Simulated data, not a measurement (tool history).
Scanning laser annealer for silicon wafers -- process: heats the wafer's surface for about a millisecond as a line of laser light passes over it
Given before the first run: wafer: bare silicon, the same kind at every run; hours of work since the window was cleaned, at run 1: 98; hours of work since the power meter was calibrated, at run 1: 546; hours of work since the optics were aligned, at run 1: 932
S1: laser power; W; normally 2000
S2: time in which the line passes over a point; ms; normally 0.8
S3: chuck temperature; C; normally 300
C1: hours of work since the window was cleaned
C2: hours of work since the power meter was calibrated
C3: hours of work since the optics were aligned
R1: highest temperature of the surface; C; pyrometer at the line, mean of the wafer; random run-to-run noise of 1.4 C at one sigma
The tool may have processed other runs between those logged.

| run | hour | S1 | S2 | S3 | C1 | C2 | C3 | R1 |
|---|---|---|---|---|---|---|---|---|
| 1 | 0 | 2000 | 0.8 | 300 | 98 | 546 | 932 | 1056 |
| 2 | 17.3 | 2000 | 0.8 | 300 | 112 | 560 | 946 | 1056 |
| 3 | 31.8 | 2000 | 0.8 | 300 | 123 | 571 | 957 | 1055 |
| 4 | 48.3 | 2000 | 0.8 | 307 | 136 | 584 | 970 | 1060 |
| 5 | 56.7 | 2196 | 0.8 | 300 | 142 | 591 | 977 | 1141 |
| 6 | 74.2 | 2000 | 0.8 | 300 | 156 | 604 | 991 | 1051 |
| 7 | 91.1 | 2000 | 0.8 | 300 | 169 | 618 | 1004 | 1052 |
| 8 | 103.2 | 2000 | 0.8 | 300 | 179 | 627 | 1013 | 1050 |
| 9 | 120.1 | 2000 | 0.8 | 300 | 192 | 640 | 1027 | 1053 |
| 10 | 135.2 | 1872 | 0.8 | 300 | 204 | 652 | 1038 | 995 |
| 11 | 145.5 | 1872 | 0.8 | 300 | 212 | 660 | 1046 | 992 |
| 12 | 164.7 | 2000 | 0.8 | 300 | 227 | 675 | 1061 | 1049 |
| 13 | 176.4 | 2000 | 0.8 | 300 | 236 | 685 | 1071 | 1051 |
| 14 | 188.8 | 2000 | 0.8 | 300 | 246 | 694 | 1080 | 1048 |
| 15 | 205.1 | 2000 | 0.8 | 300 | 259 | 707 | 1093 | 1048 |
| 16 | 222.7 | 1761 | 0.8 | 300 | 272 | 721 | 1107 | 941 |
| 17 | 239.5 | 1761 | 0.8 | 300 | 286 | 734 | 1120 | 944 |
| 18 | 249.6 | 1761 | 0.8 | 300 | 294 | 742 | 1128 | 941 |
|  | 253.7 | laser's power meter calibrated |
| 19 | 266.4 | 2152 | 0.8 | 300 | 304 | 10 | 1139 | 1113 |
| 20 | 280.7 | 2152 | 0.8 | 300 | 316 | 21 | 1150 | 1113 |
| 21 | 292 | 2178 | 0.859 | 289 | 324 | 30 | 1159 | 1144 |
| 22 | 307.6 | 1721 | 0.611 | 300 | 337 | 42 | 1171 | 839 |
|  | 312 | laser's power meter calibrated, once more |
| 23 | 320.7 | 1714 | 0.8 | 300 | 345 | 7 | 1179 | 914 |
| 24 | 338.4 | 1887 | 0.91 | 277 | 358 | 21 | 1193 | 1014 |
| 25 | 348.8 | 1887 | 0.91 | 277 | 367 | 29 | 1201 | 1016 |
| 26 | 363.8 | 1732 | 0.906 | 331 | 378 | 41 | 1213 | 999 |
| 27 | 376.4 | 1732 | 0.906 | 331 | 388 | 50 | 1223 | 996 |
| 28 | 386 | 1732 | 0.906 | 331 | 396 | 58 | 1230 | 997 |
| 29 | 402.5 | 1732 | 0.906 | 331 | 409 | 71 | 1243 | 992 |
| 30 | 421.4 | 2149 | 0.906 | 301 | 423 | 86 | 1258 | 1157 |
| 31 | 436.7 | 2149 | 0.906 | 337 | 435 | 98 | 1270 | 1192 |
|  | 447.9 | window over the wafer cleaned |
| 32 | 448.9 | 1884 | 0.855 | 283 | 1 | 106 | 1278 | 1012 |
| 33 | 461.3 | 1884 | 0.855 | 283 | 10 | 115 | 1288 | 1013 |
| 34 | 480.7 | 1803 | 0.8 | 307 | 26 | 131 | 1303 | 975 |
| 35 | 492.2 | 2150 | 0.8 | 300 | 35 | 140 | 1312 | 1122 |
| 36 | 503.9 | 1981 | 0.8 | 289 | 44 | 149 | 1321 | 1036 |
| 37 | 512.3 | 2000 | 0.642 | 333 | 50 | 155 | 1328 | 1003 |
| 38 | 521.2 | 2000 | 0.644 | 302 | 57 | 162 | 1334 | 973 |
| 39 | 529.5 | 1928 | 0.644 | 319 | 64 | 169 | 1341 | 962 |
| 40 | 542 | 2028 | 0.625 | 314 | 74 | 179 | 1351 | 986 |

Consider 5 possible next runs. They are alternatives, not a sequence: every one starts from the tool as it was left by run 40. What does each give?
| A | 552.8 | 1850 | 0.789 | 336 | 82 | 187 | 1359 | ? |
| B | 552.8 | 2024 | 0.801 | 317 | 82 | 187 | 1359 | ? |
| C | 552.8 | 2013 | 0.928 | 314 | 82 | 187 | 1359 | ? |
| D | 552.8 | 2000 | 0.8 | 291 | 82 | 187 | 1359 | ? |
| E | 552.8 | 2000 | 0.94 | 300 | 82 | 187 | 1359 | ? |

| run | R1 |
|---|---|
| A | 1018 |
| B | 1080 |
| C | 1138 |
| D | 1042 |
| E | 1122 |
With no hidden state in the tool, these same runs would have given:
| run | R1 |
|---|---|
| A | 1027 |
| B | 1091 |
| C | 1149 |
| D | 1053 |
| E | 1133 |
